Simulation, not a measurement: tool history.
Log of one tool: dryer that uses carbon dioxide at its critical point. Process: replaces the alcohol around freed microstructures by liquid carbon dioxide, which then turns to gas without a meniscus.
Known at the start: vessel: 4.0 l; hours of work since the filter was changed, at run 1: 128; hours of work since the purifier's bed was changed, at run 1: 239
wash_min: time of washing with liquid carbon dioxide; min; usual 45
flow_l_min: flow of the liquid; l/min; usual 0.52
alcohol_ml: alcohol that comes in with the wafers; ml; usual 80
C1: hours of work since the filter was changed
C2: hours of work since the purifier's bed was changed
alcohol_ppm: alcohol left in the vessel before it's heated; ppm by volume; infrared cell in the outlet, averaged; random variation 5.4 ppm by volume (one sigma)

run 1 hour=0 | wash_min=45 flow_l_min=0.52 alcohol_ml=80 | C1=128 C2=239 | alcohol_ppm=189
run 2 hour=27.3 | wash_min=71 flow_l_min=0.52 alcohol_ml=80 | C1=137 C2=248 | alcohol_ppm=42
run 3 hour=53.7 | wash_min=64 flow_l_min=0.52 alcohol_ml=80 | C1=145 C2=256 | alcohol_ppm=55
run 4 hour=74.5 | wash_min=64 flow_l_min=0.52 alcohol_ml=80 | C1=152 C2=263 | alcohol_ppm=52
run 5 hour=101.9 | wash_min=64 flow_l_min=0.52 alcohol_ml=34 | C1=161 C2=272 | alcohol_ppm=55
run 6 hour=129.5 | wash_min=45 flow_l_min=0.52 alcohol_ml=69 | C1=170 C2=281 | alcohol_ppm=193
run 7 hour=144.5 | wash_min=30 flow_l_min=0.52 alcohol_ml=80 | C1=174 C2=286 | alcohol_ppm=867
run 8 hour=175.1 | wash_min=30 flow_l_min=0.52 alcohol_ml=80 | C1=184 C2=296 | alcohol_ppm=874
run 9 hour=196.1 | wash_min=30 flow_l_min=0.52 alcohol_ml=80 | C1=191 C2=302 | alcohol_ppm=895
run 10 hour=226.7 | wash_min=30 flow_l_min=0.52 alcohol_ml=80 | C1=201 C2=312 | alcohol_ppm=872
run 11 hour=252 | wash_min=27 flow_l_min=0.52 alcohol_ml=80 | C1=209 C2=320 | alcohol_ppm=1172
run 12 hour=274.9 | wash_min=45 flow_l_min=0.52 alcohol_ml=80 | C1=216 C2=328 | alcohol_ppm=225
run 13 hour=289.7 | wash_min=45 flow_l_min=0.52 alcohol_ml=80 | C1=221 C2=333 | alcohol_ppm=221
run 14 hour=313.2 | wash_min=45 flow_l_min=0.52 alcohol_ml=80 | C1=229 C2=340 | alcohol_ppm=231
run 15 hour=327 | wash_min=46 flow_l_min=0.52 alcohol_ml=37 | C1=233 C2=345 | alcohol_ppm=128
run 16 hour=353.2 | wash_min=45 flow_l_min=0.823 alcohol_ml=26 | C1=242 C2=353 | alcohol_ppm=56
run 17 hour=376.9 | wash_min=45 flow_l_min=0.823 alcohol_ml=58 | C1=249 C2=361 | alcohol_ppm=50
run 18 hour=400.5 | wash_min=45 flow_l_min=0.823 alcohol_ml=58 | C1=257 C2=368 | alcohol_ppm=55
run 19 hour=423.4 | wash_min=45 flow_l_min=0.823 alcohol_ml=58 | C1=264 C2=376 | alcohol_ppm=64
run 20 hour=445.8 | wash_min=46 flow_l_min=0.556 alcohol_ml=22 | C1=272 C2=383 | alcohol_ppm=94
run 21 hour=462.1 | wash_min=46 flow_l_min=0.556 alcohol_ml=22 | C1=277 C2=388 | alcohol_ppm=85
run 22 hour=476.4 | wash_min=46 flow_l_min=0.556 alcohol_ml=22 | C1=281 C2=393 | alcohol_ppm=87
run 23 hour=496.1 | wash_min=42 flow_l_min=0.45 alcohol_ml=80 | C1=288 C2=399 | alcohol_ppm=515
run 24 hour=522.5 | wash_min=42 flow_l_min=0.45 alcohol_ml=80 | C1=296 C2=408 | alcohol_ppm=512
run 25 hour=543.7 | wash_min=27 flow_l_min=0.599 alcohol_ml=37 | C1=303 C2=415 | alcohol_ppm=425
run 26 hour=566.4 | wash_min=27 flow_l_min=0.599 alcohol_ml=37 | C1=310 C2=422 | alcohol_ppm=414
run 27 hour=593 | wash_min=28 flow_l_min=0.599 alcohol_ml=37 | C1=319 C2=431 | alcohol_ppm=392
run 28 hour=620.4 | wash_min=28 flow_l_min=0.599 alcohol_ml=37 | C1=328 C2=439 | alcohol_ppm=389

4 ways to go on from here, each from the tool as it stands after run 28. What would each give?
run A hour=635.5 | wash_min=28 flow_l_min=0.609 alcohol_ml=63 | C1=333 C2=444 | alcohol_ppm=?
run B hour=635.5 | wash_min=45 flow_l_min=0.371 alcohol_ml=54 | C1=333 C2=444 | alcohol_ppm=?
run C hour=635.5 | wash_min=52 flow_l_min=0.735 alcohol_ml=80 | C1=333 C2=444 | alcohol_ppm=?
run D hour=635.5 | wash_min=69 flow_l_min=0.592 alcohol_ml=47 | C1=333 C2=444 | alcohol_ppm=?

run=A alcohol_ppm=579
run=B alcohol_ppm=599
run=C alcohol_ppm=82
run=D alcohol_ppm=56
Without the tool's hidden state the same runs would have given:
run=A alcohol_ppm=393
run=B alcohol_ppm=415
run=C alcohol_ppm=21
run=D alcohol_ppm=0
